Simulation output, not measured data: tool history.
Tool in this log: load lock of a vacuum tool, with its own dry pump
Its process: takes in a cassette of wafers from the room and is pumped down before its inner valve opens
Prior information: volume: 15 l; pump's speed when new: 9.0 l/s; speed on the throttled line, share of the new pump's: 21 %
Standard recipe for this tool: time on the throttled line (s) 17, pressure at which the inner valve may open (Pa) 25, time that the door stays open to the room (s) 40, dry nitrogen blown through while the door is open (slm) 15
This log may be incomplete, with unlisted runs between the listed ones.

| run | hour | time on the throttled line (s) | pressure at which the inner valve may open (Pa) | time that the door stays open to the room (s) | dry nitrogen blown through while the door is open (slm) | incoming humidity of the room's air, % | time from the closed door until the inner valve may open (s) | rise of the pressure with all valves shut (Pa/min) |
|---|---|---|---|---|---|---|---|---|
| 1 | 0 | 17 | 25 | 40 | 15 | 42.8 | 27.5 | 0.028 |
| 2 | 113 | 17 | 25 | 40 | 15 | 46.9 | 26.6 | 0.037 |
| 3 | 172.7 | 17 | 25 | 40 | 15 | 43 | 27.4 | 0.03 |
| 4 | 281.6 | 17 | 25 | 40 | 15 | 40.4 | 27.4 | 0.023 |
| 5 | 349.8 | 17 | 25 | 40 | 15 | 43.1 | 27.6 | 0.027 |
| 6 | 448.2 | 26 | 25 | 40 | 15 | 48.6 | 34.3 | 0.034 |
| 7 | 520.3 | 17 | 25 | 40 | 15 | 43.9 | 27.2 | 0.029 |
| 8 | 619.4 | 17 | 25 | 40 | 9 | 44.5 | 27.5 | 0.035 |
| 9 | 718.4 | 17 | 25 | 40 | 9 | 43.1 | 27.6 | 0.037 |
| 10 | 796.9 | 17 | 25 | 40 | 15 | 44.7 | 28.1 | 0.029 |
| 11 | 900.2 | 34 | 25 | 40 | 15 | 46.5 | 40.3 | 0.029 |
| 12 | 963.3 | 34 | 25 | 40 | 15 | 45.4 | 40.7 | 0.03 |
| 13 | 1059.3 | 34 | 25 | 40 | 15 | 47.1 | 41 | 0.03 |
| 14 | 1125 | 27 | 25 | 40 | 15 | 48.3 | 35.6 | 0.04 |
| 15 | 1247.6 | 27 | 25 | 40 | 15 | 42.9 | 35.2 | 0.029 |
| 16 | 1344.7 | 27 | 25 | 40 | 15 | 47.6 | 35.8 | 0.027 |
| 17 | 1461.7 | 27 | 25 | 40 | 15 | 48.7 | 35.2 | 0.031 |
| 18 | 1577.1 | 27 | 33 | 191 | 26 | 47.6 | 34.8 | 0.036 |
| 19 | 1706.3 | 27 | 33 | 191 | 26 | 42.5 | 34 | 0.031 |
| 20 | 1799.6 | 17 | 25 | 27 | 15 | 46.1 | 27.4 | 0.026 |
| 21 | 1869 | 22 | 25 | 40 | 15 | 46.3 | 31.2 | 0.035 |
| 22 | 1964.6 | 17 | 41 | 40 | 15 | 46.3 | 26.8 | 0.038 |
| 23 | 2030.1 | 31 | 25 | 40 | 15 | 46 | 38.5 | 0.031 |
| 24 | 2098.4 | 31 | 25 | 40 | 15 | 44.8 | 39.1 | 0.034 |
| 25 | 2196.9 | 22 | 25 | 40 | 15 | 46.6 | 31.4 | 0.028 |
| 26 | 2289.6 | 22 | 25 | 61 | 15 | 44.5 | 31.1 | 0.036 |

5 ways to go on from here, each from the tool as it stands after run 26. What would each give?
| A | 2352.5 | 22 | 27 | 61 | 15 | 45.6 | ? | ? |
| B | 2352.5 | 17 | 25 | 40 | 12 | 46.7 | ? | ? |
| C | 2352.5 | 22 | 25 | 212 | 15 | 46.1 | ? | ? |
| D | 2352.5 | 10 | 25 | 61 | 29 | 44.1 | ? | ? |
| E | 2352.5 | 9 | 25 | 131 | 15 | 44.2 | ? | ? |

| run | time from the closed door until the inner valve may open (s) | rise of the pressure with all valves shut (Pa/min) |
|---|---|---|
| A | 30.7 | 0.039 |
| B | 27.3 | 0.035 |
| C | 31.2 | 0.046 |
| D | 21.5 | 0.028 |
| E | 21 | 0.051 |
The same runs, with their run-to-run variation unchanged, on a tool lacking any hidden condition would have given:
| run | time from the closed door until the inner valve may open (s) | rise of the pressure with all valves shut (Pa/min) |
|---|---|---|
| A | 30.7 | 0.039 |
| B | 27.3 | 0.035 |
| C | 31.2 | 0.046 |
| D | 21.5 | 0.027 |
| E | 21 | 0.051 |
